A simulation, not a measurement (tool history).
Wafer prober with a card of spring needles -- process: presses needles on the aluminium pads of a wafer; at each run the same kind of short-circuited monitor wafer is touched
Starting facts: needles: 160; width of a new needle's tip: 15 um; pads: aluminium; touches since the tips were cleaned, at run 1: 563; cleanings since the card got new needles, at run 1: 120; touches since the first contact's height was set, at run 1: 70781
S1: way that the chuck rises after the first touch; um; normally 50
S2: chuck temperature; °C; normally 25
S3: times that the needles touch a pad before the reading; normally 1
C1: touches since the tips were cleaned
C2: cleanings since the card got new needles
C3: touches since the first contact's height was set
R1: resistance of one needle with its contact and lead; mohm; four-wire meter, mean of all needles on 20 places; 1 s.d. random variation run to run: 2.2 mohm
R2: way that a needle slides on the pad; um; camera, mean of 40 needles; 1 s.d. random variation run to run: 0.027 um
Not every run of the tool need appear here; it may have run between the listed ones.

{"run": 1, "day": 0.0, "S1": 50, "S2": 25, "S3": 1, "C1": 563, "C2": 120, "C3": 70781, "R1": 246, "R2": 12.12}
{"day": 0.854, "done": "tips cleaned on abrasive film"}
{"day": 1.692, "done": "tips cleaned on abrasive film"}
{"run": 2, "day": 1.692, "S1": 50, "S2": 25, "S3": 1, "C1": 0, "C2": 122, "C3": 89545, "R1": 246, "R2": 12.14}
{"day": 2.612, "done": "tips cleaned on abrasive film"}
{"day": 2.812, "done": "height of the first contact set anew"}
{"day": 3.371, "done": "tips cleaned on abrasive film"}
{"day": 4.3, "done": "tips cleaned on abrasive film"}
{"run": 3, "day": 4.421, "S1": 50, "S2": 25, "S3": 1, "C1": 1320, "C2": 125, "C3": 17842, "R1": 243, "R2": 12.18}
{"day": 5.15, "done": "tips cleaned on abrasive film"}
{"day": 6.054, "done": "tips cleaned on abrasive film"}
{"run": 4, "day": 6.738, "S1": 50, "S2": 25, "S3": 1, "C1": 7638, "C2": 127, "C3": 43595, "R1": 247, "R2": 12.17}
{"day": 6.921, "done": "tips cleaned on abrasive film"}
{"day": 7.788, "done": "tips cleaned on abrasive film"}
{"run": 5, "day": 8.325, "S1": 50, "S2": 25, "S3": 1, "C1": 5999, "C2": 129, "C3": 61213, "R1": 246, "R2": 12.2}
{"day": 8.662, "done": "tips cleaned on abrasive film"}
{"day": 9.583, "done": "tips cleaned on abrasive film"}
{"day": 10.429, "done": "tips cleaned on abrasive film"}
{"run": 6, "day": 10.429, "S1": 50, "S2": 25, "S3": 1, "C1": 0, "C2": 132, "C3": 84547, "R1": 247, "R2": 12.23}
{"day": 11.325, "done": "tips cleaned on abrasive film"}
{"day": 12.058, "done": "height of the first contact set anew"}
{"day": 12.138, "done": "tips cleaned on abrasive film"}
{"run": 7, "day": 12.138, "S1": 50, "S2": 25, "S3": 1, "C1": 0, "C2": 134, "C3": 863, "R1": 249, "R2": 12.22}
{"day": 12.883, "done": "tips cleaned on abrasive film"}
{"day": 13.771, "done": "tips cleaned on abrasive film"}
{"day": 14.633, "done": "tips cleaned on abrasive film"}
{"run": 8, "day": 14.633, "S1": 50, "S2": 101, "S3": 1, "C1": 0, "C2": 137, "C3": 28527, "R1": 269, "R2": 12.26}
{"day": 15.492, "done": "tips cleaned on abrasive film"}
{"day": 16.379, "done": "tips cleaned on abrasive film"}
{"day": 17.279, "done": "tips cleaned on abrasive film"}
{"run": 9, "day": 17.688, "S1": 64, "S2": 66, "S3": 2, "C1": 4587, "C2": 140, "C3": 62499, "R1": 252, "R2": 15.68}
{"day": 18.05, "done": "tips cleaned on abrasive film"}
{"day": 18.796, "done": "tips cleaned on abrasive film"}
{"day": 19.725, "done": "tips cleaned on abrasive film"}
{"run": 10, "day": 20.421, "S1": 64, "S2": 66, "S3": 2, "C1": 7776, "C2": 143, "C3": 92831, "R1": 255, "R2": 15.62}
{"day": 20.567, "done": "tips cleaned on abrasive film"}
{"day": 21.317, "done": "height of the first contact set anew"}
{"day": 21.504, "done": "tips cleaned on abrasive film"}
{"day": 22.396, "done": "tips cleaned on abrasive film"}
{"day": 23.292, "done": "tips cleaned on abrasive film"}
{"run": 11, "day": 23.917, "S1": 47, "S2": 70, "S3": 2, "C1": 6977, "C2": 147, "C3": 28869, "R1": 260, "R2": 11.6}
{"day": 24.104, "done": "tips cleaned on abrasive film"}
{"day": 25.0, "done": "tips cleaned on abrasive film"}
{"run": 12, "day": 25.404, "S1": 50, "S2": 25, "S3": 2, "C1": 4533, "C2": 149, "C3": 45404, "R1": 245, "R2": 12.28}
{"day": 25.779, "done": "tips cleaned on abrasive film"}
{"day": 26.692, "done": "tips cleaned on abrasive film"}
{"day": 27.6, "done": "tips cleaned on abrasive film"}
{"day": 28.525, "done": "tips cleaned on abrasive film"}
{"run": 13, "day": 28.604, "S1": 34, "S2": 115, "S3": 2, "C1": 876, "C2": 153, "C3": 80896, "R1": 284, "R2": 8.33}
{"day": 29.329, "done": "tips cleaned on abrasive film"}
{"day": 30.233, "done": "tips cleaned on abrasive film"}
{"day": 30.579, "done": "height of the first contact set anew"}
{"day": 31.092, "done": "tips cleaned on abrasive film"}
{"day": 31.838, "done": "tips cleaned on abrasive film"}
{"run": 14, "day": 31.875, "S1": 34, "S2": 75, "S3": 1, "C1": 426, "C2": 157, "C3": 14392, "R1": 270, "R2": 8.33}
{"day": 32.617, "done": "tips cleaned on abrasive film"}
{"day": 33.525, "done": "tips cleaned on abrasive film"}
{"day": 34.454, "done": "tips cleaned on abrasive film"}
{"run": 15, "day": 34.517, "S1": 34, "S2": 75, "S3": 1, "C1": 691, "C2": 160, "C3": 43726, "R1": 278, "R2": 8.39}

Each row is a separate what-if for the run after 15, all from the same tool condition, not one after another. Results?
{"day": 35.375, "done": "tips cleaned on abrasive film"}
{"day": 36.288, "done": "tips cleaned on abrasive film"}
{"run": "A", "day": 36.504, "S1": 50, "S2": 58, "S3": 1, "C1": 2442, "C2": 162, "C3": 65800, "R1": "?", "R2": "?"}
{"day": 35.375, "done": "tips cleaned on abrasive film"}
{"day": 36.288, "done": "tips cleaned on abrasive film"}
{"run": "B", "day": 36.504, "S1": 68, "S2": 25, "S3": 2, "C1": 2442, "C2": 162, "C3": 65800, "R1": "?", "R2": "?"}
{"day": 35.375, "done": "tips cleaned on abrasive film"}
{"day": 36.288, "done": "tips cleaned on abrasive film"}
{"run": "C", "day": 36.504, "S1": 48, "S2": 75, "S3": 1, "C1": 2442, "C2": 162, "C3": 65800, "R1": "?", "R2": "?"}
{"day": 35.375, "done": "tips cleaned on abrasive film"}
{"day": 36.288, "done": "tips cleaned on abrasive film"}
{"run": "D", "day": 36.504, "S1": 50, "S2": 25, "S3": 2, "C1": 2442, "C2": 162, "C3": 65800, "R1": "?", "R2": "?"}

run=A R1=259 R2=12.35
run=B R1=243 R2=16.75
run=C R1=261 R2=11.82
run=D R1=244 R2=12.33
What these runs would have given with no unlogged condition in the tool:
run=A R1=259 R2=12.14
run=B R1=243 R2=16.47
run=C R1=260 R2=11.63
run=D R1=244 R2=12.13

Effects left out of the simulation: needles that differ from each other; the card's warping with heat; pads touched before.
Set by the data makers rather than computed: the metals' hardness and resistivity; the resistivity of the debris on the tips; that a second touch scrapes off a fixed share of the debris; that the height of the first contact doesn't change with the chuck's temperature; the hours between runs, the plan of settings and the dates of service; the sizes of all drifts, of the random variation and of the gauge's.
